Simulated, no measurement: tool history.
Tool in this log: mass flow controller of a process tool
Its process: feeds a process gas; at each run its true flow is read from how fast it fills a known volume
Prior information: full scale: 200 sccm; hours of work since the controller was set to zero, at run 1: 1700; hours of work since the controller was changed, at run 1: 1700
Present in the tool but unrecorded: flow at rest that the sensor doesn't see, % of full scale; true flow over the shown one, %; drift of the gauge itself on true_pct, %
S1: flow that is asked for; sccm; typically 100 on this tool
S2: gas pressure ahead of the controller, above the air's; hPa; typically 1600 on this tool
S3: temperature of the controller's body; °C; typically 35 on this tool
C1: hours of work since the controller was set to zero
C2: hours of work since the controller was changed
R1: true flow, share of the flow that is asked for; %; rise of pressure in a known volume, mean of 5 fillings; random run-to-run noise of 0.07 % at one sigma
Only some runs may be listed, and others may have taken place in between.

run	hour	S1	S2	S3	C1	C2	R1
1	0.0	100	1600	35	1700	1700	98.98
2	50.6	100	1600	20	1729	1729	99.97
3	125.2	100	1600	35	1771	1771	98.92
4	179.0	100	1600	35	1801	1801	98.95
5	216.4	100	1600	35	1822	1822	99.09
6	254.8	100	1600	35	1844	1844	99.10
7	302.6	145	1600	35	1870	1870	99.53
8	338.4	145	1600	35	1891	1891	99.45
9	412.5	145	1600	35	1932	1932	99.52
10	463.2	100	2750	35	1961	1961	98.39
11	496.5	100	2420	35	1979	1979	98.61
12	535.2	100	1600	22	2001	2001	99.78
13	591.6	100	1600	22	2033	2033	99.78
14	658.8	159	1600	35	2070	2070	99.73
15	717.5	100	1600	35	2103	2103	98.86
16	783.4	100	1810	35	2140	2140	99.06
# hour 788.8: controller's zero set anew
17	846.1	100	1600	35	32	2175	98.88
18	894.6	100	1600	35	59	2203	98.88
19	945.1	100	1600	35	88	2231	98.85
20	1003.9	100	1600	35	121	2264	98.93
21	1035.3	100	1600	35	138	2282	98.82
# hour 1102.6: controller's zero set anew, once more
22	1104.6	100	1600	35	1	2320	99.50
23	1165.6	100	1600	35	35	2355	99.39
24	1217.9	100	1600	35	65	2384	99.45
25	1260.9	100	1700	35	89	2408	99.30
26	1325.8	100	1700	32	125	2445	99.59
27	1378.3	100	1700	25	155	2474	99.94
28	1430.6	166	1600	35	184	2503	99.96
29	1487.1	166	1600	29	216	2535	100.37
30	1525.9	100	2080	20	238	2557	100.13
31	1585.5	168	1810	22	271	2591	100.62
32	1632.6	100	1490	38	298	2617	99.27
33	1668.7	100	1490	38	318	2637	99.50
34	1722.2	48	2740	21	348	2667	99.20
35	1783.9	48	2740	21	383	2702	99.26
36	1838.5	63	2130	21	413	2733	99.65
37	1887.4	63	1410	29	441	2760	99.61
38	1956.9	21	1770	30	480	2799	98.84
39	2030.7	21	1770	30	521	2841	98.79
40	2083.0	54	1590	35	551	2870	99.06
41	2120.6	54	1590	35	572	2891	99.18
42	2153.7	54	1590	35	590	2910	99.21
43	2208.1	100	1530	28	621	2940	99.95
44	2260.2	100	1710	23	650	2970	100.29
45	2321.4	100	1710	23	685	3004	100.26
46	2364.0	100	2180	23	709	3028	100.01
47	2416.3	78	1780	28	738	3057	99.84

Hidden state at the last listed run before each entry between runs and at the first one after, where it differs:
Logged between run 16 and run 17: controller's zero set anew (hour 788.8)
  flow at rest that the sensor doesn't see, % of full scale: -0.174 -> -0.256; true flow over the shown one, %: 0.56 -> 0.57
  difference, measured minus the result without the unlogged condition, R1: +0.21 -> +0.06 %
Logged between run 21 and run 22: controller's zero set anew, once more (hour 1102.6)
  flow at rest that the sensor doesn't see, % of full scale: -0.264 -> -0.015; true flow over the shown one, %: 0.61 -> 0.62
  difference, measured minus the result without the unlogged condition, R1: +0.08 -> +0.59 %
